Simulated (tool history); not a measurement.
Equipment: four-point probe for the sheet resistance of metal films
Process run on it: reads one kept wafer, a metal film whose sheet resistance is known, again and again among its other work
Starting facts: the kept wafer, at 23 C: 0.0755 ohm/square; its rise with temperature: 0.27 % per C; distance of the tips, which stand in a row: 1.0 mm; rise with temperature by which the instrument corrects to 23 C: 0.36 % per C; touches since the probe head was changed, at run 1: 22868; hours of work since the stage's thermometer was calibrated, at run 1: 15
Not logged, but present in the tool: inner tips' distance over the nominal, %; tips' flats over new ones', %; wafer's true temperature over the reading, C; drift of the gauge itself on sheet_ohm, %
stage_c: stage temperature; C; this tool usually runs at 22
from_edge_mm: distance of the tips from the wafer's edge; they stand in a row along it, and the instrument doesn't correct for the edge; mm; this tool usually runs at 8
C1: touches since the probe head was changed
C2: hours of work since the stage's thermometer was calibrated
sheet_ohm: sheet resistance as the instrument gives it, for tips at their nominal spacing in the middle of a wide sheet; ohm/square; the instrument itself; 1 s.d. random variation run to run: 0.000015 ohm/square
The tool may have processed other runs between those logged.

{"run": 1, "hour": 0.0, "stage_c": 22, "from_edge_mm": 8, "C1": 22868, "C2": 15, "sheet_ohm": 0.0763}
{"run": 2, "hour": 18.8, "stage_c": 22, "from_edge_mm": 6, "C1": 24043, "C2": 30, "sheet_ohm": 0.07679}
{"run": 3, "hour": 34.9, "stage_c": 22, "from_edge_mm": 6, "C1": 25051, "C2": 42, "sheet_ohm": 0.076776}
{"run": 4, "hour": 66.2, "stage_c": 22, "from_edge_mm": 6, "C1": 27012, "C2": 66, "sheet_ohm": 0.076738}
{"run": 5, "hour": 95.6, "stage_c": 22, "from_edge_mm": 6, "C1": 28850, "C2": 88, "sheet_ohm": 0.076775}
{"run": 6, "hour": 113.6, "stage_c": 22, "from_edge_mm": 6, "C1": 29977, "C2": 102, "sheet_ohm": 0.076784}
{"run": 7, "hour": 142.8, "stage_c": 22, "from_edge_mm": 6, "C1": 31805, "C2": 125, "sheet_ohm": 0.076788}
{"run": 8, "hour": 174.6, "stage_c": 22, "from_edge_mm": 6, "C1": 33792, "C2": 149, "sheet_ohm": 0.076745}
{"run": 9, "hour": 198.8, "stage_c": 22, "from_edge_mm": 6, "C1": 35309, "C2": 167, "sheet_ohm": 0.076755}
{"run": 10, "hour": 230.6, "stage_c": 22, "from_edge_mm": 6, "C1": 37297, "C2": 192, "sheet_ohm": 0.076775}
{"run": 11, "hour": 254.5, "stage_c": 22, "from_edge_mm": 6, "C1": 38793, "C2": 210, "sheet_ohm": 0.076734}
{"run": 12, "hour": 283.8, "stage_c": 22, "from_edge_mm": 19, "C1": 40627, "C2": 233, "sheet_ohm": 0.075753}
{"run": 13, "hour": 305.9, "stage_c": 22, "from_edge_mm": 19, "C1": 42013, "C2": 250, "sheet_ohm": 0.075729}
{"run": 14, "hour": 322.0, "stage_c": 22, "from_edge_mm": 19, "C1": 43018, "C2": 262, "sheet_ohm": 0.075754}
{"run": 15, "hour": 336.2, "stage_c": 22, "from_edge_mm": 8, "C1": 43907, "C2": 273, "sheet_ohm": 0.07625}
{"run": 16, "hour": 361.6, "stage_c": 18, "from_edge_mm": 8, "C1": 45501, "C2": 292, "sheet_ohm": 0.076539}
{"run": 17, "hour": 383.9, "stage_c": 22, "from_edge_mm": 8, "C1": 46896, "C2": 309, "sheet_ohm": 0.07627}
{"run": 18, "hour": 414.1, "stage_c": 34, "from_edge_mm": 8, "C1": 48782, "C2": 332, "sheet_ohm": 0.075493}
{"hour": 416.4, "done": "stage's thermometer calibrated"}
{"run": 19, "hour": 429.4, "stage_c": 25, "from_edge_mm": 23, "C1": 49710, "C2": 10, "sheet_ohm": 0.075537}
{"run": 20, "hour": 447.1, "stage_c": 22, "from_edge_mm": 8, "C1": 50816, "C2": 24, "sheet_ohm": 0.076251}
{"hour": 465.4, "done": "stage's thermometer calibrated, once more"}
{"run": 21, "hour": 468.2, "stage_c": 22, "from_edge_mm": 9, "C1": 52105, "C2": 2, "sheet_ohm": 0.076107}

What does the tool deliver on the next run?
{"run": 22, "hour": 494.7, "stage_c": 31, "from_edge_mm": 22, "C1": 53765, "C2": 22, "sheet_ohm": "?"}

{"run 22": {"sheet_ohm": 0.07511}}
If the tool had no hidden condition, the same run with the same run-to-run variation would have returned sheet_ohm 0.075060 ohm/square.
